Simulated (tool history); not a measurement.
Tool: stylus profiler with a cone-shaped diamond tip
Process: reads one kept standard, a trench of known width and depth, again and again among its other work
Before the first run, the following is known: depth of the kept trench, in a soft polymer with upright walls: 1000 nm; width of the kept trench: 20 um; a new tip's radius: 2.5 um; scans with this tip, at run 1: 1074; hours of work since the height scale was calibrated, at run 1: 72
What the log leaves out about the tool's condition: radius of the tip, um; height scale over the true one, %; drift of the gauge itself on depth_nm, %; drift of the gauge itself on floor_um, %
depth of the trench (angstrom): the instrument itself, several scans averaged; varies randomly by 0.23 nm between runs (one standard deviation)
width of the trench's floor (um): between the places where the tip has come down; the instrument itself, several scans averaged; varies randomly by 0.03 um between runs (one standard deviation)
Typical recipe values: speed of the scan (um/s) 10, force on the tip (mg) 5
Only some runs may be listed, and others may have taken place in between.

run,hour,speed of the scan (um/s),force on the tip (mg),scans with this tip,hours of work since the height scale was calibrated,depth of the trench (angstrom),width of the trench's floor (um)
1,0,10,5,1074,72,10286.6,15.95
2,15.4,6,5,1236,83,10284.3,15.98
3,30.8,6,2,1397,94,10152.4,15.95
4,41.5,6,2,1510,101,10153,15.93
5,53.9,6,2,1640,110,10152.7,15.99
6,71.3,10,5,1823,122,10280.7,15.94
7,93.4,10,5,2055,138,10277.9,15.98
8,114.6,10,5,2278,153,10282.2,16.02
9,137.4,7,5,2518,169,10280.7,15.98
10,155.1,7,5,2703,182,10284,15.97
11,173.6,7,5,2898,195,10279.5,15.98
12,195.2,4,13.27,3125,210,10542.4,15.99
13,219.2,2,11.46,3377,227,10487.7,15.97
14,233.2,2,11.46,3524,237,10487,15.92
15,244.8,21,11.84,3646,245,10501,15.92
16,255.2,11,5,3755,252,10285.6,15.95
17,276.1,5,3.16,3975,267,10209.2,15.92
18,290.2,5,3.16,4123,277,10203.4,15.97
19,308.7,6,8.82,4318,290,10417,15.96
20,320.7,5,7.83,4444,299,10383.3,15.98
21,335.8,11,5,4602,309,10279.6,15.96

Below are 4 alternative next runs, each starting from the tool's condition after run 21. Predict each:
A,349.5,39,3.14,4746,319,?,?
B,349.5,21,5,4746,319,?,?
C,349.5,5,1.76,4746,319,?,?
D,349.5,10,7.79,4746,319,?,?

run,depth of the trench (angstrom),width of the trench's floor (um)
A,10210.1,15.83
B,10281.3,15.92
C,10140.3,16
D,10383,15.99
What these runs would have given with no unlogged condition in the tool:
run,depth of the trench (angstrom),width of the trench's floor (um)
A,10210,15.83
B,10281.2,15.92
C,10140.2,16
D,10382.9,15.99

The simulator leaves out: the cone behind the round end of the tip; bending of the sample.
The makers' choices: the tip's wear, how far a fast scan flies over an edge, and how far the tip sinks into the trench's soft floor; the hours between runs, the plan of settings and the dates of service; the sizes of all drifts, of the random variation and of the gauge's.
